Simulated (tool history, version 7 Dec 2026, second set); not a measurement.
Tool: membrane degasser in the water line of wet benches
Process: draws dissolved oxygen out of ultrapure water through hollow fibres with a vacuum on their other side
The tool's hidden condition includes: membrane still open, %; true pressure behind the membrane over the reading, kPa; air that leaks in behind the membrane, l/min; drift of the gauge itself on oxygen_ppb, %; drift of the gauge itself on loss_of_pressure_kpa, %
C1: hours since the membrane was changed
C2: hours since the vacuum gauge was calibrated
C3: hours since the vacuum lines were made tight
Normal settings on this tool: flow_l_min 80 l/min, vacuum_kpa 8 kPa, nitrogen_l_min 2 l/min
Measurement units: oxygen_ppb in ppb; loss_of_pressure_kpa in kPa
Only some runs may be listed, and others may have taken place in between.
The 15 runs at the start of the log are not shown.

Run 16, day 54.883: usual settings but vacuum_kpa 12.37 kPa; C1 2678; C2 1084; C3 2021. Result: oxygen_ppb 693.1 ppb, loss_of_pressure_kpa 67.17 kPa.
Run 17, day 57.762: usual settings but flow_l_min 70 l/min, vacuum_kpa 7.85 kPa; C1 2747; C2 1153; C3 2090. Result: oxygen_ppb 328.5 ppb, loss_of_pressure_kpa 58.22 kPa.
Run 18, day 61.658: usual settings but flow_l_min 72 l/min, vacuum_kpa 7.85 kPa; C1 2840; C2 1247; C3 2183. Result: oxygen_ppb 336 ppb, loss_of_pressure_kpa 60.07 kPa.
Run 19, day 64.475: usual settings but flow_l_min 73 l/min, vacuum_kpa 9.57 kPa, nitrogen_l_min 1.27 l/min; C1 2908; C2 1314; C3 2251. Result: oxygen_ppb 641.6 ppb, loss_of_pressure_kpa 61.17 kPa.
Run 20, day 68.229: usual settings but flow_l_min 103 l/min, vacuum_kpa 7.11 kPa, nitrogen_l_min 4.37 l/min; C1 2998; C2 1405; C3 2341. Result: oxygen_ppb 214.5 ppb, loss_of_pressure_kpa 86.18 kPa.
Run 21, day 72.654: usual settings but vacuum_kpa 5.57 kPa, nitrogen_l_min 3.31 l/min; C1 3104; C2 1511; C3 2447. Result: oxygen_ppb 130.5 ppb, loss_of_pressure_kpa 66.83 kPa.
Run 22, day 75.625: usual settings but flow_l_min 60 l/min, vacuum_kpa 9.94 kPa, nitrogen_l_min 3.31 l/min; C1 3175; C2 1582; C3 2518. Result: oxygen_ppb 270.5 ppb, loss_of_pressure_kpa 50.38 kPa.
Run 23, day 78.071: usual settings but flow_l_min 60 l/min, vacuum_kpa 9.94 kPa, nitrogen_l_min 3.31 l/min; C1 3234; C2 1641; C3 2577. Result: oxygen_ppb 270.8 ppb, loss_of_pressure_kpa 50.39 kPa.
Run 24, day 82.154: usual settings but flow_l_min 57 l/min, nitrogen_l_min 1.9 l/min; C1 3332; C2 1739; C3 2675. Result: oxygen_ppb 298.8 ppb, loss_of_pressure_kpa 47.51 kPa.
Run 25, day 86.025: usual settings but flow_l_min 75 l/min, vacuum_kpa 9.22 kPa, nitrogen_l_min 1.78 l/min; C1 3425; C2 1832; C3 2768. Result: oxygen_ppb 486.8 ppb, loss_of_pressure_kpa 63.32 kPa.
Run 26, day 88.625: usual settings but flow_l_min 75 l/min, vacuum_kpa 9.22 kPa, nitrogen_l_min 1.78 l/min; C1 3487; C2 1894; C3 2830. Result: oxygen_ppb 488 ppb, loss_of_pressure_kpa 62.99 kPa.
Run 27, day 92.983: usual settings but flow_l_min 55 l/min, vacuum_kpa 8.39 kPa, nitrogen_l_min 1.61 l/min; C1 3592; C2 1999; C3 2935. Result: oxygen_ppb 358.2 ppb, loss_of_pressure_kpa 46.21 kPa.
Run 28, day 96.621: usual settings but flow_l_min 55 l/min, vacuum_kpa 8.39 kPa, nitrogen_l_min 1.61 l/min; C1 3679; C2 2086; C3 3022. Result: oxygen_ppb 359.5 ppb, loss_of_pressure_kpa 45.79 kPa.
Run 29, day 99.938: usual settings but flow_l_min 72 l/min, vacuum_kpa 5.28 kPa, nitrogen_l_min 1.38 l/min; C1 3759; C2 2165; C3 3102. Result: oxygen_ppb 209.7 ppb, loss_of_pressure_kpa 60.38 kPa.
Run 30, day 102.333: usual settings but flow_l_min 104 l/min, vacuum_kpa 15.86 kPa, nitrogen_l_min 2.47 l/min; C1 3816; C2 2223; C3 3160. Result: oxygen_ppb 976.5 ppb, loss_of_pressure_kpa 87.79 kPa.
Run 31, day 106.988: usual settings but flow_l_min 52 l/min, vacuum_kpa 7.59 kPa, nitrogen_l_min 1 l/min; C1 3928; C2 2335; C3 3271. Result: oxygen_ppb 420.5 ppb, loss_of_pressure_kpa 43.91 kPa.

Run 32 is up next; what results do you expect?
Run 32, day 109.754: usual settings but flow_l_min 51 l/min, vacuum_kpa 13.84 kPa, nitrogen_l_min 1.11 l/min; C1 3994; C2 2401; C3 3338. Result: oxygen_ppb ?, loss_of_pressure_kpa ?.

oxygen_ppb: 879 ppb
loss_of_pressure_kpa: 42.87 kPa
Had the tool carried no hidden state, the very same run would have given oxygen_ppb 873.2 ppb, loss_of_pressure_kpa 42.34 kPa.

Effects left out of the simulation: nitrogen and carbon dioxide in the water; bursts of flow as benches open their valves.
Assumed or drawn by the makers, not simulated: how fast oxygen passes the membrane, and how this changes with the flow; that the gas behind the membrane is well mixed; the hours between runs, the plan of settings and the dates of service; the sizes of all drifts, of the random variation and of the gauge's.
